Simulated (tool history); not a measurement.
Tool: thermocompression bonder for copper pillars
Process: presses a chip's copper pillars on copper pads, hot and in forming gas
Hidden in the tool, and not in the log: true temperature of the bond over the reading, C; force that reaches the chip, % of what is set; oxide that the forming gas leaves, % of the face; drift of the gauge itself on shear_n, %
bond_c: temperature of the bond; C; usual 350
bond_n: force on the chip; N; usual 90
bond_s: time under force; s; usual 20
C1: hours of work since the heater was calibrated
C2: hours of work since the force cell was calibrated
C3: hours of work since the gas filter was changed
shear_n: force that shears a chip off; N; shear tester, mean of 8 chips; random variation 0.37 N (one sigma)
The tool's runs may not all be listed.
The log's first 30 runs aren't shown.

{"run": 31, "hour": 381.9, "bond_c": 363, "bond_n": 70, "bond_s": 20, "C1": 795, "C2": 23, "C3": 61, "shear_n": 32.6}
{"run": 32, "hour": 395.9, "bond_c": 353, "bond_n": 90, "bond_s": 42, "C1": 803, "C2": 30, "C3": 69, "shear_n": 52.2}
{"run": 33, "hour": 410.2, "bond_c": 353, "bond_n": 90, "bond_s": 42, "C1": 811, "C2": 38, "C3": 77, "shear_n": 52.2}
{"run": 34, "hour": 428.3, "bond_c": 350, "bond_n": 117, "bond_s": 42, "C1": 821, "C2": 48, "C3": 87, "shear_n": 63.5}
{"run": 35, "hour": 439.1, "bond_c": 323, "bond_n": 104, "bond_s": 15, "C1": 826, "C2": 54, "C3": 92, "shear_n": 33.2}
{"run": 36, "hour": 454.6, "bond_c": 361, "bond_n": 90, "bond_s": 23, "C1": 835, "C2": 62, "C3": 101, "shear_n": 44.1}
{"run": 37, "hour": 465.8, "bond_c": 361, "bond_n": 90, "bond_s": 23, "C1": 841, "C2": 68, "C3": 107, "shear_n": 43.4}
{"run": 38, "hour": 482.0, "bond_c": 361, "bond_n": 90, "bond_s": 23, "C1": 850, "C2": 77, "C3": 116, "shear_n": 43.5}
{"run": 39, "hour": 497.8, "bond_c": 361, "bond_n": 90, "bond_s": 41, "C1": 858, "C2": 85, "C3": 124, "shear_n": 53.5}

Forecast each of these 4 alternatives for the next run:
{"run": "A", "hour": 512.0, "bond_c": 330, "bond_n": 103, "bond_s": 49, "C1": 866, "C2": 93, "C3": 132, "shear_n": "?"}
{"run": "B", "hour": 512.0, "bond_c": 350, "bond_n": 90, "bond_s": 38, "C1": 866, "C2": 93, "C3": 132, "shear_n": "?"}
{"run": "C", "hour": 512.0, "bond_c": 348, "bond_n": 90, "bond_s": 29, "C1": 866, "C2": 93, "C3": 132, "shear_n": "?"}
{"run": "D", "hour": 512.0, "bond_c": 334, "bond_n": 111, "bond_s": 14, "C1": 866, "C2": 93, "C3": 132, "shear_n": "?"}

run=A shear_n=52.9
run=B shear_n=48.7
run=C shear_n=44.2
run=D shear_n=37.2
Without the tool's hidden state the same runs would have given:
run=A shear_n=55.6
run=B shear_n=51.2
run=C shear_n=46.5
run=D shear_n=39.2
